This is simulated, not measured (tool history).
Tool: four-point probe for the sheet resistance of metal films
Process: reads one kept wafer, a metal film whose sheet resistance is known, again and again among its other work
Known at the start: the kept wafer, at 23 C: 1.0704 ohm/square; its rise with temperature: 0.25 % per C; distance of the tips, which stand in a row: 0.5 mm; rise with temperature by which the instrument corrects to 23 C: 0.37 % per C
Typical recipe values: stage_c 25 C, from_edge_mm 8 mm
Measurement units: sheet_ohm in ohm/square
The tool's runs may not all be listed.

{"run": 1, "day": 0.0, "stage_c": 25, "from_edge_mm": 8, "sheet_ohm": 1.061755}
{"run": 2, "day": 2.604, "stage_c": 25, "from_edge_mm": 8, "sheet_ohm": 1.0616}
{"run": 3, "day": 5.508, "stage_c": 30, "from_edge_mm": 8, "sheet_ohm": 1.054414}
{"day": 6.925, "done": "new probe head fitted"}
{"run": 4, "day": 8.929, "stage_c": 30, "from_edge_mm": 8, "sheet_ohm": 1.063977}
{"run": 5, "day": 11.792, "stage_c": 30, "from_edge_mm": 8, "sheet_ohm": 1.062887}
{"run": 6, "day": 16.504, "stage_c": 30, "from_edge_mm": 8, "sheet_ohm": 1.062098}
{"run": 7, "day": 18.6, "stage_c": 33, "from_edge_mm": 8, "sheet_ohm": 1.057947}
{"run": 8, "day": 21.617, "stage_c": 33, "from_edge_mm": 8, "sheet_ohm": 1.057448}
{"run": 9, "day": 24.942, "stage_c": 33, "from_edge_mm": 8, "sheet_ohm": 1.057187}
{"run": 10, "day": 27.167, "stage_c": 21, "from_edge_mm": 29, "sheet_ohm": 1.069146}
{"day": 27.483, "done": "stage's thermometer calibrated"}
{"run": 11, "day": 31.8, "stage_c": 21, "from_edge_mm": 29, "sheet_ohm": 1.067848}
{"run": 12, "day": 34.183, "stage_c": 25, "from_edge_mm": 26, "sheet_ohm": 1.062471}
{"run": 13, "day": 36.7, "stage_c": 34, "from_edge_mm": 19, "sheet_ohm": 1.051658}
{"run": 14, "day": 39.433, "stage_c": 34, "from_edge_mm": 19, "sheet_ohm": 1.050752}
{"run": 15, "day": 44.3, "stage_c": 34, "from_edge_mm": 19, "sheet_ohm": 1.050265}
{"run": 16, "day": 48.192, "stage_c": 34, "from_edge_mm": 19, "sheet_ohm": 1.049013}

What if the next run were any one of these 5? Each begins from the tool's condition after run 16:
{"run": "A", "day": 51.875, "stage_c": 18, "from_edge_mm": 17, "sheet_ohm": "?"}
{"run": "B", "day": 51.875, "stage_c": 33, "from_edge_mm": 5, "sheet_ohm": "?"}
{"run": "C", "day": 51.875, "stage_c": 30, "from_edge_mm": 49, "sheet_ohm": "?"}
{"run": "D", "day": 51.875, "stage_c": 18, "from_edge_mm": 5, "sheet_ohm": "?"}
{"run": "E", "day": 51.875, "stage_c": 26, "from_edge_mm": 23, "sheet_ohm": "?"}

run=A sheet_ohm=1.06773
run=B sheet_ohm=1.054441
run=C sheet_ohm=1.052457
run=D sheet_ohm=1.073115
run=E sheet_ohm=1.057695
What these runs would have given with no unlogged condition in the tool:
run=A sheet_ohm=1.076994
run=B sheet_ohm=1.063545
run=C sheet_ohm=1.061555
run=D sheet_ohm=1.082422
run=E sheet_ohm=1.06685
